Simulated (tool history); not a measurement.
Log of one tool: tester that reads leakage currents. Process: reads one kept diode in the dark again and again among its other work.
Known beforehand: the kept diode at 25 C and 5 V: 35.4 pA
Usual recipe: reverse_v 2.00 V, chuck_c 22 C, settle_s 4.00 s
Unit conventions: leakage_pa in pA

run    hour  reverse_v  chuck_c  settle_s  leakage_pa
  1     0.0       2.00       22      4.00       21.72
  2    20.2       2.00       22      4.00       21.76
  3    36.1       2.17       22      4.00       23.12
  4    61.6       2.17       41      4.00       76.95
  5    89.9       2.17       41      4.00       76.56
  6   122.1       2.96       22      4.00       29.38
  7   156.3      12.21       22      4.00       82.19
  8   190.9       2.00       25      4.00       27.32
  9   221.5       2.00       25      4.00       27.61
 10   239.8       2.00       25      4.00       27.66
 11   269.5       2.00       22      4.00       23.35
 12   299.0       2.00       22      4.00       23.53
 13   322.2       2.00       22      4.00       23.58
      344.0  -- probe card cleaned and baked
 14   347.0       2.00       22      4.00       18.36
 15   363.0       2.00       22      4.00       18.48
 16   386.7       2.00       22      0.43       20.15
 17   416.1       2.00       22      0.66       19.77
 18   448.4       2.00       22      0.43       20.51
 19   473.2       2.00       22      0.43       20.75
 20   490.7       2.00       22      0.40       20.85
 21   512.3       2.00       22      0.40       20.92
 22   539.1       2.00       22      0.40       21.17
 23   554.6      10.41       22      4.01       54.59
 24   588.1       8.28       22      2.46       48.71
 25   616.8       8.28       22      2.46       49.22
 26   633.4       8.28       22      2.46       49.70
 27   651.5       2.31       56      3.60      213.07
 28   668.6       6.25       22      0.42       46.76
 29   703.0       7.70       30      0.42       88.76
      719.8  -- chuck's temperature calibrated
 30   727.8       7.70       30      0.42       78.16
 31   750.4       7.70       30      0.42       79.12
 32   780.2       6.03       28      4.08       54.97
 33   813.1      12.27       24      0.40       78.23
 34   842.8       2.00       37      0.55       53.07
 35   868.7       2.00       23      4.00       20.17
 36   899.7       2.00       37      4.00       52.51
 37   933.1       1.72       34      4.00       39.29
 38   950.9       1.72       34      4.00       39.53
 39   982.3       4.12       32      3.68       59.95
 40   999.4       4.12       32      3.68       60.37
 41  1026.9       4.12       32      3.68       60.41

Forecast each of these 3 alternatives for the next run:
  A  1045.5       5.03       26      2.35           ?
  B  1045.5       1.11       22      6.93           ?
  C  1045.5       2.00       55      1.33           ?

run  leakage_pa
  A       46.96
  B       13.39
  C      171.34
Stripped of hidden state, with their random variation kept, the same runs would have yielded:
run  leakage_pa
  A       39.12
  B       11.47
  C      161.86
